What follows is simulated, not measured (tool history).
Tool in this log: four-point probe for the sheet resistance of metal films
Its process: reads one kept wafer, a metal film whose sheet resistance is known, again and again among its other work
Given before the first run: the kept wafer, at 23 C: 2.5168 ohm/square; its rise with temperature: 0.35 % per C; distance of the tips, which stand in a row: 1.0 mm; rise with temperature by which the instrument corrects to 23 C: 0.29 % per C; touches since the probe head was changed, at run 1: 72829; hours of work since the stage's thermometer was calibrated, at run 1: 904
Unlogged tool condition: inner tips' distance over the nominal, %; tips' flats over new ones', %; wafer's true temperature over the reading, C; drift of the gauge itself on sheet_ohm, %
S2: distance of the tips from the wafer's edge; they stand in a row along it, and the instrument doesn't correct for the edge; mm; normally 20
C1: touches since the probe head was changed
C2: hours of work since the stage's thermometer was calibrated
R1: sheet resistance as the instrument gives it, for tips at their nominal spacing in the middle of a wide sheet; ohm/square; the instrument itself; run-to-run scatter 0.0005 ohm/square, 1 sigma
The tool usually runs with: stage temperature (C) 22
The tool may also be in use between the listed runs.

run 1 hour=0.0 | stage_temperature_(C)=22 S2=20 | C1=72829 C2=904 | R1=2.521984
run 2 hour=27.8 | stage_temperature_(C)=22 S2=20 | C1=74036 C2=918 | R1=2.522684
run 3 hour=69.9 | stage_temperature_(C)=22 S2=20 | C1=75863 C2=939 | R1=2.522358
run 4 hour=127.3 | stage_temperature_(C)=22 S2=20 | C1=78356 C2=967 | R1=2.522358
run 5 hour=172.5 | stage_temperature_(C)=22 S2=20 | C1=80315 C2=989 | R1=2.522632
run 6 hour=213.2 | stage_temperature_(C)=22 S2=20 | C1=82082 C2=1009 | R1=2.523277
run 7 hour=255.8 | stage_temperature_(C)=22 S2=20 | C1=83931 C2=1029 | R1=2.523591
run 8 hour=316.4 | stage_temperature_(C)=22 S2=20 | C1=86561 C2=1059 | R1=2.524192
run 9 hour=358.8 | stage_temperature_(C)=22 S2=20 | C1=88404 C2=1080 | R1=2.524084
run 10 hour=417.0 | stage_temperature_(C)=22 S2=20 | C1=90927 C2=1108 | R1=2.523853
run 11 hour=459.6 | stage_temperature_(C)=30 S2=20 | C1=92778 C2=1129 | R1=2.537278
run 12 hour=515.7 | stage_temperature_(C)=30 S2=20 | C1=95211 C2=1156 | R1=2.537619
run 13 hour=572.6 | stage_temperature_(C)=30 S2=20 | C1=97684 C2=1184 | R1=2.537836
run 14 hour=619.6 | stage_temperature_(C)=22 S2=20 | C1=99723 C2=1207 | R1=2.526220
run 15 hour=679.6 | stage_temperature_(C)=22 S2=20 | C1=102329 C2=1237 | R1=2.526394
run 16 hour=705.7 | stage_temperature_(C)=22 S2=20 | C1=103460 C2=1249 | R1=2.526961
run 17 hour=770.1 | stage_temperature_(C)=22 S2=20 | C1=106253 C2=1281 | R1=2.525290
run 18 hour=833.8 | stage_temperature_(C)=22 S2=20 | C1=109018 C2=1312 | R1=2.526395
run 19 hour=867.7 | stage_temperature_(C)=22 S2=20 | C1=110493 C2=1329 | R1=2.527454
run 20 hour=922.0 | stage_temperature_(C)=22 S2=20 | C1=112847 C2=1355 | R1=2.526537
run 21 hour=965.9 | stage_temperature_(C)=19 S2=5 | C1=114752 C2=1377 | R1=2.572832
run 22 hour=999.9 | stage_temperature_(C)=19 S2=57 | C1=116228 C2=1393 | R1=2.520083
run 23 hour=1051.6 | stage_temperature_(C)=19 S2=4 | C1=118474 C2=1418 | R1=2.603224
run 24 hour=1077.8 | stage_temperature_(C)=22 S2=12 | C1=119612 C2=1431 | R1=2.535157
run 25 hour=1120.6 | stage_temperature_(C)=28 S2=57 | C1=121469 C2=1452 | R1=2.533775
run 26 hour=1177.7 | stage_temperature_(C)=19 S2=41 | C1=123946 C2=1480 | R1=2.520740
run 27 hour=1233.1 | stage_temperature_(C)=19 S2=41 | C1=126351 C2=1507 | R1=2.522286
run 28 hour=1275.5 | stage_temperature_(C)=19 S2=41 | C1=128191 C2=1528 | R1=2.522430
run 29 hour=1309.0 | stage_temperature_(C)=33 S2=13 | C1=129646 C2=1544 | R1=2.550048
run 30 hour=1347.7 | stage_temperature_(C)=24 S2=3 | C1=131325 C2=1563 | R1=2.671603
run 31 hour=1396.2 | stage_temperature_(C)=22 S2=32 | C1=133432 C2=1587 | R1=2.528498
run 32 hour=1430.1 | stage_temperature_(C)=29 S2=73 | C1=134902 C2=1603 | R1=2.537192
run 33 hour=1483.4 | stage_temperature_(C)=30 S2=10 | C1=137217 C2=1630 | R1=2.552417
run 34 hour=1538.8 | stage_temperature_(C)=30 S2=10 | C1=139620 C2=1657 | R1=2.554378
run 35 hour=1573.3 | stage_temperature_(C)=30 S2=10 | C1=141117 C2=1673 | R1=2.553931
run 36 hour=1633.2 | stage_temperature_(C)=29 S2=9 | C1=143715 C2=1703 | R1=2.554659
run 37 hour=1670.7 | stage_temperature_(C)=30 S2=7 | C1=145343 C2=1721 | R1=2.568455
run 38 hour=1715.2 | stage_temperature_(C)=21 S2=31 | C1=147278 C2=1743 | R1=2.528513
run 39 hour=1779.1 | stage_temperature_(C)=21 S2=53 | C1=150050 C2=1774 | R1=2.527300

Predict each of these 5 candidate next runs independently; none follows another, all start after run 39:
run A hour=1821.6 | stage_temperature_(C)=33 S2=20 | C1=151895 C2=1795 | R1=?
run B hour=1821.6 | stage_temperature_(C)=34 S2=10 | C1=151895 C2=1795 | R1=?
run C hour=1821.6 | stage_temperature_(C)=27 S2=7 | C1=151895 C2=1795 | R1=?
run D hour=1821.6 | stage_temperature_(C)=23 S2=7 | C1=151895 C2=1795 | R1=?
run E hour=1821.6 | stage_temperature_(C)=30 S2=20 | C1=151895 C2=1795 | R1=?

run=A R1=2.548434
run=B R1=2.560091
run=C R1=2.564339
run=D R1=2.558356
run=E R1=2.545410
With no hidden state in the tool, these same runs would have given:
run=A R1=2.534772
run=B R1=2.546389
run=C R1=2.550473
run=D R1=2.544436
run=E R1=2.531703

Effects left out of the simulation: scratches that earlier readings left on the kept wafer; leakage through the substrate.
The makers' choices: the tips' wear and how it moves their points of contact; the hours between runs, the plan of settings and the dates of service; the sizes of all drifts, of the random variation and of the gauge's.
